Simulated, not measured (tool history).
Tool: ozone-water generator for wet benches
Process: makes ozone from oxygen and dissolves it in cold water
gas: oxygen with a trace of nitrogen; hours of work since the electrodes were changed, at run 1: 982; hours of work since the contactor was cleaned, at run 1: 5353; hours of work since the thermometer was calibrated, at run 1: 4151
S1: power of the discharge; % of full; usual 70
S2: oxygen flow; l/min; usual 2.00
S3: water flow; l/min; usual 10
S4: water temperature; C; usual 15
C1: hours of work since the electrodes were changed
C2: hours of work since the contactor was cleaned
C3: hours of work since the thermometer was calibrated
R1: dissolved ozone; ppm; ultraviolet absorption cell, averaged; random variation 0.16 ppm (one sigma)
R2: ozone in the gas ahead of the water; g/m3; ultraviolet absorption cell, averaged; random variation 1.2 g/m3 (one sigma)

run   hour  S1    S2  S3  S4    C1    C2    C3    R1     R2
  1    0.0  70  2.00  10  15   982  5353  4151  21.6  225.3
      16.5  -- water thermometer calibrated
  2   42.8  70  2.00  10  15  1016  5386    21  21.6  226.6
  3   83.0  70  2.00  12  15  1048  5418    52  18.6  227.9
  4  121.3  70  2.00  12  21  1078  5448    83  17.4  229.5
  5  156.4  70  2.00  12  21  1106  5476   110  17.6  225.6
  6  193.9  70  2.00  15  21  1135  5505   140  14.5  226.6
  7  234.5  70  2.00  10  15  1167  5538   172  21.4  225.2
  8  261.2  70  2.00  10  15  1188  5559   193  21.4  225.4
  9  288.8  70  2.00  10  15  1210  5580   215  21.5  228.6
 10  307.2  70  3.27  10  15  1225  5595   229  22.5  178.7
 11  330.0  58  1.59   6   8  1242  5613   247  29.7  223.5
 12  350.3  58  1.59   6   8  1258  5629   263  30.6  224.1
 13  381.7  70  1.15  10  15  1283  5654   288  19.0  299.4
     415.1  -- contactor cleaned
 14  426.5  85  2.00  11  15  1315     9   320  22.6  256.6
 15  457.5  70  2.00  10  15  1340    33   345  21.4  224.9
 16  495.8  70  2.00  10  15  1370    64   375  21.4  227.6
 17  528.9  70  2.50  10  13  1396    90   401  22.7  204.0
 18  557.4  95  1.10  10  15  1419   112   424  23.2  372.8

3 ways to go on from here, each from the tool as it stands after run 18. What would each give?
  A  598.4  70  1.27  10  12  1451  145  456   ?   ?
  B  598.4  83  1.10  10  15  1451  145  456   ?   ?
  C  598.4  78  1.37   7  15  1451  145  456   ?   ?

run    R1     R2
  A  20.1  283.9
  B  21.2  338.6
  C  29.2  290.9
Without the tool's hidden state the same runs would have given:
run    R1     R2
  A  20.1  283.9
  B  21.2  338.7
  C  29.2  291.0
